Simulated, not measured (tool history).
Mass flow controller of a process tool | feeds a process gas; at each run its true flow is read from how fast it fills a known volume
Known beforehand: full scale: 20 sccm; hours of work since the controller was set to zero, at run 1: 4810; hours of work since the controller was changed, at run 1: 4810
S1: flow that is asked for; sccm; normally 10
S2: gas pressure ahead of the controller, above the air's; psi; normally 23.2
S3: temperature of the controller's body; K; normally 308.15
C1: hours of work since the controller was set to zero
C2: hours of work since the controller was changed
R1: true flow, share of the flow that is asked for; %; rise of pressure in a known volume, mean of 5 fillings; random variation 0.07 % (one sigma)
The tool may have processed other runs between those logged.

run,hour,S1,S2,S3,C1,C2,R1
1,0.0,10,23.2,308.15,4810,4810,99.00
2,249.8,10,23.2,308.15,4967,4967,99.08
3,593.8,10,23.2,308.15,5184,5184,99.02
4,844.4,10,23.2,308.15,5341,5341,98.96
5,1171.7,10,23.2,308.15,5547,5547,98.94
6,1547.8,10,23.2,308.15,5784,5784,98.87
7,1964.2,10,23.2,308.15,6046,6046,98.80
8,2304.5,10,23.2,308.15,6260,6260,98.76
9,2547.4,10,23.2,308.15,6412,6412,98.77
10,2878.2,10,23.2,308.15,6620,6620,98.70
11,3108.2,10,23.2,308.15,6765,6765,98.51
# hour 3457.0: controller's zero set anew
12,3489.7,5,23.2,308.15,21,7005,97.84
13,3907.2,14,23.2,308.15,283,7267,99.21
14,4265.0,14,23.2,308.15,508,7493,99.08
15,4569.0,10,23.2,308.15,699,7684,98.50
16,4910.5,10,23.2,308.15,914,7899,98.48
17,5272.9,10,23.2,308.15,1142,8126,98.41
18,5706.3,10,23.2,308.15,1415,8399,98.35
19,6033.5,3,35.4,298.15,1621,8605,96.61
20,6234.8,16,23.5,307.15,1747,8731,99.11
21,6465.2,16,23.5,307.15,1892,8876,98.99
22,6749.6,3,21.6,307.15,2071,9055,97.29
23,7117.3,3,23.2,300.15,2302,9287,96.95
24,7344.7,12,23.2,301.15,2445,9430,98.23
25,7549.9,16,23.2,308.15,2574,9559,99.04
26,7914.2,16,23.2,308.15,2803,9788,99.00
27,8095.8,10,23.2,311.15,2918,9902,97.99
# hour 8313.3: gauge calibrated
28,8367.2,10,23.2,303.15,3088,10073,98.98
29,8752.4,2,38.0,296.15,3331,10315,96.84
30,8963.1,2,38.0,296.15,3463,10448,96.88
31,9330.0,2,38.0,296.15,3694,10678,96.84
32,9642.7,11,25.8,308.15,3891,10875,98.83
33,10000.0,4,23.2,308.15,4115,11100,98.07
34,10214.6,2,23.2,308.15,4250,11235,97.53
35,10473.1,5,27.1,308.15,4413,11397,97.94
36,10717.6,11,22.0,308.15,4567,11551,98.90

Difference, measured minus no-hidden-state, one row per run. Run-to-run variation is common to both terms; the gauge's own scatter need not be:
The hidden state here: flow at rest that the sensor doesn't see, % of full scale; true flow over the shown one, %; drift of the gauge itself on true_pct, %.
run,R1
1,+0.00
2,-0.03
3,-0.07
4,-0.11
5,-0.15
6,-0.20
7,-0.25
8,-0.29
9,-0.32
10,-0.37
11,-0.39
12,-0.45
13,-0.51
14,-0.55
15,-0.58
16,-0.63
17,-0.67
18,-0.73
19,-0.75
20,-0.80
21,-0.83
22,-0.84
23,-0.89
24,-0.94
25,-0.97
26,-1.01
27,-1.03
28,-0.02
29,-0.05
30,-0.08
31,-0.12
32,-0.18
33,-0.22
34,-0.23
35,-0.28
36,-0.31
